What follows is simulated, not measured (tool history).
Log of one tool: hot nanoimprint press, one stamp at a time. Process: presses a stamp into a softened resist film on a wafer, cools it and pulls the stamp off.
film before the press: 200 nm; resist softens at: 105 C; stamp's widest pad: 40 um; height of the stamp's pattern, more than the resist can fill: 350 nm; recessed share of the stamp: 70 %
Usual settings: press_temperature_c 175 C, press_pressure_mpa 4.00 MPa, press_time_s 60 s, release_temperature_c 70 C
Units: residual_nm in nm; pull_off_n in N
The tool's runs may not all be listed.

| run | hour | press_temperature_c | press_pressure_mpa | press_time_s | release_temperature_c | residual_nm | pull_off_n |
|---|---|---|---|---|---|---|---|
| 1 | 0.0 | 175 | 4.00 | 60 | 70 | 111.7 | 222 |
| 2 | 6.7 | 175 | 2.55 | 60 | 70 | 129.0 | 223 |
| 3 | 14.6 | 175 | 4.00 | 88 | 70 | 96.8 | 224 |
| 4 | 21.5 | 175 | 4.00 | 60 | 71 | 111.3 | 215 |
| 5 | 29.6 | 175 | 4.00 | 60 | 71 | 111.3 | 215 |
| 6 | 35.9 | 175 | 4.00 | 60 | 71 | 111.1 | 216 |
| 7 | 43.2 | 175 | 4.00 | 60 | 71 | 111.1 | 222 |
| 8 | 49.4 | 175 | 4.00 | 60 | 70 | 111.4 | 225 |
| 9 | 58.5 | 175 | 4.00 | 60 | 70 | 110.9 | 223 |
| 10 | 62.8 | 175 | 3.40 | 60 | 70 | 116.8 | 224 |
| 11 | 70.5 | 168 | 4.75 | 60 | 71 | 133.9 | 219 |
|  | 74.2 | plate thermocouple calibrated |
| 12 | 82.3 | 187 | 2.64 | 82 | 74 | 72.8 | 197 |
| 13 | 86.4 | 187 | 3.76 | 30 | 74 | 94.8 | 200 |
| 14 | 94.7 | 187 | 3.76 | 30 | 74 | 94.9 | 200 |
| 15 | 100.8 | 179 | 4.00 | 119 | 70 | 71.1 | 228 |
| 16 | 108.3 | 178 | 2.98 | 60 | 70 | 108.9 | 224 |
| 17 | 116.8 | 165 | 4.00 | 94 | 70 | 134.2 | 226 |
|  | 122.0 | plate thermocouple calibrated, once more |
| 18 | 128.7 | 165 | 4.00 | 94 | 70 | 141.5 | 239 |
| 19 | 134.3 | 167 | 4.00 | 60 | 66 | 148.6 | 263 |
| 20 | 140.2 | 170 | 4.22 | 51 | 70 | 140.4 | 243 |

Measured less the same run without the tool's hidden state. The same run-to-run variation is in both; the gauge's scatter may not be:
The hidden state here: true temperature over the reading, C; pressure that arrives at the usual setting, %; grip of the stamp's worn release coat, % over a new coat's; drift of the gauge itself on residual_nm, %; drift of the gauge itself on pull_off_n, %.
| run | residual_nm | pull_off_n |
|---|---|---|
| 1 | -2.8 | +7 |
| 2 | -3.0 | +8 |
| 3 | -2.8 | +8 |
| 4 | -3.1 | +9 |
| 5 | -3.1 | +9 |
| 6 | -3.1 | +9 |
| 7 | -3.3 | +10 |
| 8 | -3.3 | +10 |
| 9 | -3.4 | +11 |
| 10 | -3.5 | +11 |
| 11 | -3.7 | +11 |
| 12 | -3.6 | +8 |
| 13 | -4.1 | +8 |
| 14 | -4.1 | +8 |
| 15 | -3.9 | +11 |
| 16 | -5.1 | +11 |
| 17 | -5.8 | +12 |
| 18 | +1.3 | +23 |
| 19 | +1.2 | +25 |
| 20 | +1.2 | +24 |

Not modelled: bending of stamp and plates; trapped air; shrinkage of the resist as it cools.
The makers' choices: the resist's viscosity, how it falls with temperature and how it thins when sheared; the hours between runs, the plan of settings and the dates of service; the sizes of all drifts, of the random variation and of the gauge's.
